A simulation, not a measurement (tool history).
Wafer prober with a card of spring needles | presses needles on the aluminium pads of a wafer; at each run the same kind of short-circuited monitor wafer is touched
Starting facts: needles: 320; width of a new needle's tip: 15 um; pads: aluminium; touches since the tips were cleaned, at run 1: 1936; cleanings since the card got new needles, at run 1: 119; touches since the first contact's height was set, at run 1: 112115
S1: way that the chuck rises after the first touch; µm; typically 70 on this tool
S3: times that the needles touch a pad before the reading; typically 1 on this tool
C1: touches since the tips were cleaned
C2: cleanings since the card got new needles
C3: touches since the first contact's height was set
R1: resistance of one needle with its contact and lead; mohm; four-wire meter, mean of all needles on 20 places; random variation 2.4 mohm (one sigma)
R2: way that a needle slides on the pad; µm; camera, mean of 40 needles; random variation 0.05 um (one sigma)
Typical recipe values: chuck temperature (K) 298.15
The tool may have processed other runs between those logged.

Run 1, hour 0.0: usual settings; C1 1936; C2 119; C3 112115. Result: R1 288 mohm, R2 15.96 µm.
At hour 5.8: tips cleaned on abrasive film.
At hour 13.4: tips cleaned on abrasive film.
Run 2, hour 19.6: usual settings; C1 3845; C2 121; C3 124165. Result: R1 308 mohm, R2 15.97 µm.
At hour 21.6: tips cleaned on abrasive film.
At hour 29.3: tips cleaned on abrasive film.
At hour 36.9: tips cleaned on abrasive film.
At hour 46.5: tips cleaned on abrasive film.
At hour 56.0: tips cleaned on abrasive film.
At hour 65.5: tips cleaned on abrasive film.
Run 3, hour 65.6: usual settings; C1 11; C2 127; C3 152306. Result: R1 276 mohm, R2 15.81 µm.
At hour 73.2: tips cleaned on abrasive film.
At hour 82.8: tips cleaned on abrasive film.
At hour 90.4: tips cleaned on abrasive film.
At hour 100.0: tips cleaned on abrasive film.
At hour 107.6: tips cleaned on abrasive film.
Run 4, hour 110.6: usual settings; C1 1832; C2 132; C3 179941. Result: R1 295 mohm, R2 15.82 µm.
At hour 112.8: height of the first contact set anew.
At hour 116.7: tips cleaned on abrasive film.
At hour 126.2: tips cleaned on abrasive film.
At hour 135.7: tips cleaned on abrasive film.
At hour 144.7: tips cleaned on abrasive film.
Run 5, hour 144.7: usual settings but chuck temperature (K) 317.15; C1 0; C2 136; C3 19585. Result: R1 276 mohm, R2 16.38 µm.
At hour 154.3: tips cleaned on abrasive film.
At hour 161.9: tips cleaned on abrasive film.
At hour 171.5: tips cleaned on abrasive film.
Run 6, hour 175.3: usual settings but chuck temperature (K) 317.15; C1 2345; C2 139; C3 38339. Result: R1 302 mohm, R2 16.28 µm.
At hour 180.4: tips cleaned on abrasive film.
At hour 188.0: tips cleaned on abrasive film.
At hour 197.6: tips cleaned on abrasive film.
Run 7, hour 201.0: usual settings but chuck temperature (K) 317.15; C1 2104; C2 142; C3 54119. Result: R1 301 mohm, R2 16.26 µm.
At hour 206.7: tips cleaned on abrasive film.
At hour 214.4: tips cleaned on abrasive film.
At hour 223.9: tips cleaned on abrasive film.
At hour 233.5: tips cleaned on abrasive film.
Run 8, hour 238.5: usual settings but chuck temperature (K) 317.15; C1 3114; C2 146; C3 77159. Result: R1 315 mohm, R2 16.05 µm.
At hour 242.4: tips cleaned on abrasive film.
At hour 251.9: tips cleaned on abrasive film.
At hour 259.6: tips cleaned on abrasive film.
At hour 269.1: tips cleaned on abrasive film.
At hour 278.7: tips cleaned on abrasive film.
Run 9, hour 279.5: usual settings; C1 493; C2 151; C3 102267. Result: R1 279 mohm, R2 15.95 µm.
At hour 287.1: tips cleaned on abrasive film.
At hour 296.7: tips cleaned on abrasive film.
At hour 306.2: tips cleaned on abrasive film.
Run 10, hour 311.4: usual settings; C1 3236; C2 154; C3 121914. Result: R1 310 mohm, R2 15.96 µm.
At hour 315.3: tips cleaned on abrasive film.
At hour 324.8: tips cleaned on abrasive film.
At hour 332.5: tips cleaned on abrasive film.
Run 11, hour 339.1: usual settings; C1 4123; C2 157; C3 138931. Result: R1 314 mohm, R2 15.89 µm.
At hour 341.1: tips cleaned on abrasive film.
At hour 348.8: tips cleaned on abrasive film.
At hour 358.3: tips cleaned on abrasive film.
At hour 367.9: tips cleaned on abrasive film.
Run 12, hour 370.6: usual settings; C1 1703; C2 161; C3 158216. Result: R1 299 mohm, R2 15.81 µm.
At hour 376.4: tips cleaned on abrasive film.
At hour 385.9: tips cleaned on abrasive film.
At hour 395.5: tips cleaned on abrasive film.
At hour 405.0: tips cleaned on abrasive film.
At hour 409.1: height of the first contact set anew.
At hour 414.8: tips cleaned on abrasive film.
Run 13, hour 416.1: usual settings but chuck temperature (K) 392.15, S3 2; C1 769; C2 166; C3 4286. Result: R1 309 mohm, R2 16.38 µm.
At hour 423.7: tips cleaned on abrasive film.
At hour 431.4: tips cleaned on abrasive film.
At hour 440.9: tips cleaned on abrasive film.
At hour 450.5: tips cleaned on abrasive film.
Run 14, hour 454.2: usual settings but chuck temperature (K) 301.15; C1 2290; C2 170; C3 27674. Result: R1 303 mohm, R2 16.36 µm.
At hour 459.9: tips cleaned on abrasive film.
At hour 469.5: tips cleaned on abrasive film.
At hour 478.6: tips cleaned on abrasive film.
Run 15, hour 478.6: usual settings but S1 69 µm, chuck temperature (K) 325.15, S3 2; C1 0; C2 173; C3 42635. Result: R1 280 mohm, R2 16.02 µm.
At hour 488.1: tips cleaned on abrasive film.
At hour 497.7: tips cleaned on abrasive film.
At hour 507.2: tips cleaned on abrasive film.
Run 16, hour 513.4: usual settings but S1 69 µm, chuck temperature (K) 325.15, S3 2; C1 3861; C2 176; C3 64078. Result: R1 304 mohm, R2 15.90 µm.
At hour 515.4: tips cleaned on abrasive film.
At hour 525.0: tips cleaned on abrasive film.
At hour 532.6: tips cleaned on abrasive film.
Run 17, hour 535.5: usual settings but S1 83 µm, S3 3; C1 1811; C2 179; C3 77609. Result: R1 274 mohm, R2 19.17 µm.

Forecast run 18:
At hour 541.3: tips cleaned on abrasive film.
At hour 550.8: tips cleaned on abrasive film.
At hour 560.4: tips cleaned on abrasive film.
At hour 568.0: tips cleaned on abrasive film.
Run 18, hour 574.3: usual settings but S1 73 µm, chuck temperature (K) 319.15; C1 3866; C2 183; C3 101401. Result: R1 ?, R2 ?.

R1: 319 mohm
R2: 16.82 µm
Were there no unlogged condition in the tool, this run, its random variation unchanged, would have produced R1 272 mohm, R2 17.20 µm.
